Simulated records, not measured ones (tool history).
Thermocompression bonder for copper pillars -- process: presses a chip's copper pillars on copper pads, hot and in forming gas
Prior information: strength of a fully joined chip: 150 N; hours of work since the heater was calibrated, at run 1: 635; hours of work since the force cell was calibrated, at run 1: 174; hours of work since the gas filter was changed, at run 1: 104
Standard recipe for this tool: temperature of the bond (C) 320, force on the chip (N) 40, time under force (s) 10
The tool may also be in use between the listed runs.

| run | hour | temperature of the bond (C) | force on the chip (N) | time under force (s) | hours of work since the heater was calibrated | hours of work since the force cell was calibrated | hours of work since the gas filter was changed | force that shears a chip off (N) |
|---|---|---|---|---|---|---|---|---|
| 1 | 0 | 320 | 40 | 10 | 635 | 174 | 104 | 81.8 |
|  | 5.7 | heater calibrated with a thermocouple chip |
| 2 | 13.3 | 320 | 40 | 10 | 5 | 182 | 112 | 76.6 |
| 3 | 27.8 | 320 | 40 | 10 | 16 | 193 | 123 | 76.4 |
| 4 | 38.5 | 320 | 40 | 10 | 23 | 200 | 130 | 75.8 |
|  | 52 | forming gas filter changed |
| 5 | 56.9 | 320 | 40 | 10 | 36 | 213 | 4 | 81.5 |
| 6 | 66.1 | 320 | 40 | 10 | 43 | 220 | 10 | 81 |
| 7 | 80.4 | 320 | 27 | 10 | 53 | 230 | 20 | 53.9 |
| 8 | 94.4 | 320 | 27 | 10 | 63 | 240 | 30 | 54 |
| 9 | 115.6 | 320 | 27 | 10 | 78 | 255 | 45 | 53.3 |
| 10 | 133.9 | 320 | 40 | 15 | 91 | 268 | 58 | 90.3 |
| 11 | 143.6 | 320 | 40 | 6 | 98 | 275 | 65 | 66.9 |
| 12 | 156.8 | 320 | 40 | 10 | 107 | 284 | 75 | 79.3 |
| 13 | 172 | 320 | 53 | 10 | 118 | 295 | 86 | 100.2 |
| 14 | 185 | 320 | 53 | 10 | 127 | 304 | 95 | 98.1 |
| 15 | 194.8 | 339 | 53 | 10 | 134 | 311 | 102 | 111 |
| 16 | 215.7 | 320 | 28 | 10 | 149 | 326 | 117 | 54.5 |
| 17 | 225.5 | 320 | 28 | 10 | 156 | 333 | 124 | 53.8 |
| 18 | 236.4 | 320 | 28 | 10 | 164 | 341 | 131 | 54.4 |
|  | 249.1 | forming gas filter changed |
| 19 | 249.4 | 320 | 28 | 10 | 173 | 350 | 0 | 58.4 |
| 20 | 259.9 | 320 | 40 | 10 | 180 | 357 | 8 | 81.5 |
| 21 | 281.7 | 320 | 27 | 10 | 196 | 373 | 23 | 53.8 |
| 22 | 293.1 | 320 | 25 | 10 | 204 | 381 | 31 | 50.2 |
| 23 | 306.4 | 328 | 52 | 10 | 214 | 391 | 41 | 105.5 |
| 24 | 320.1 | 328 | 52 | 10 | 223 | 400 | 51 | 105.2 |
| 25 | 332.4 | 328 | 52 | 10 | 232 | 409 | 59 | 104.8 |
| 26 | 344 | 328 | 52 | 10 | 240 | 417 | 68 | 104.6 |
| 27 | 365.7 | 328 | 52 | 10 | 256 | 433 | 83 | 105.1 |
| 28 | 383.1 | 297 | 40 | 10 | 268 | 445 | 95 | 65.5 |
| 29 | 396.4 | 312 | 28 | 10 | 278 | 455 | 105 | 53.5 |
| 30 | 411.7 | 312 | 28 | 10 | 289 | 466 | 116 | 52 |
| 31 | 430.2 | 312 | 56 | 16 | 302 | 479 | 129 | 111.4 |
|  | 445.8 | forming gas filter changed |
| 32 | 449.3 | 320 | 35 | 10 | 315 | 492 | 2 | 73.4 |
| 33 | 462.2 | 328 | 40 | 29 | 324 | 501 | 12 | 115.4 |
| 34 | 475 | 298 | 27 | 12 | 333 | 510 | 21 | 48.3 |
| 35 | 493.6 | 295 | 40 | 6 | 347 | 524 | 34 | 54.4 |
| 36 | 503.1 | 295 | 40 | 6 | 353 | 530 | 41 | 54.1 |
| 37 | 522.4 | 308 | 40 | 6 | 367 | 544 | 55 | 62.4 |
| 38 | 533.7 | 337 | 54 | 9 | 375 | 552 | 63 | 113 |
| 39 | 553.9 | 327 | 38 | 9 | 390 | 567 | 77 | 79.4 |
| 40 | 568.1 | 320 | 52 | 10 | 400 | 577 | 87 | 102.8 |
| 41 | 589 | 320 | 52 | 10 | 415 | 592 | 102 | 100.3 |

Below, each run's measurement less what the same run would have read without the hidden state. Both values contain the same run-to-run variation, but the gauge's scatter may not be the same in both:
What the log doesn't record here: true temperature of the bond over the reading, C; force that reaches the chip, % of what is set; oxide that the forming gas leaves, % of the face; drift of the gauge itself on shear_n, %.
| run | force that shears a chip off (N) |
|---|---|
| 1 | +3 |
| 2 | -2.5 |
| 3 | -2.8 |
| 4 | -2.8 |
| 5 | +1 |
| 6 | +0.9 |
| 7 | +0.6 |
| 8 | +0.6 |
| 9 | +0.5 |
| 10 | +0 |
| 11 | +0.2 |
| 12 | -0.1 |
| 13 | -1 |
| 14 | -1.2 |
| 15 | -2 |
| 16 | -0.3 |
| 17 | -0.4 |
| 18 | -0.4 |
| 19 | +2.2 |
| 20 | +2.6 |
| 21 | +1.9 |
| 22 | +1.7 |
| 23 | +1.5 |
| 24 | +1.2 |
| 25 | +1 |
| 26 | +0.7 |
| 27 | +0.3 |
| 28 | +1.2 |
| 29 | +1.1 |
| 30 | +0.9 |
| 31 | -1.4 |
| 32 | +4.1 |
| 33 | +3.6 |
| 34 | +3.1 |
| 35 | +3.3 |
| 36 | +3.2 |
| 37 | +3.2 |
| 38 | +2.1 |
| 39 | +2.8 |
| 40 | +2.1 |
| 41 | +1.7 |
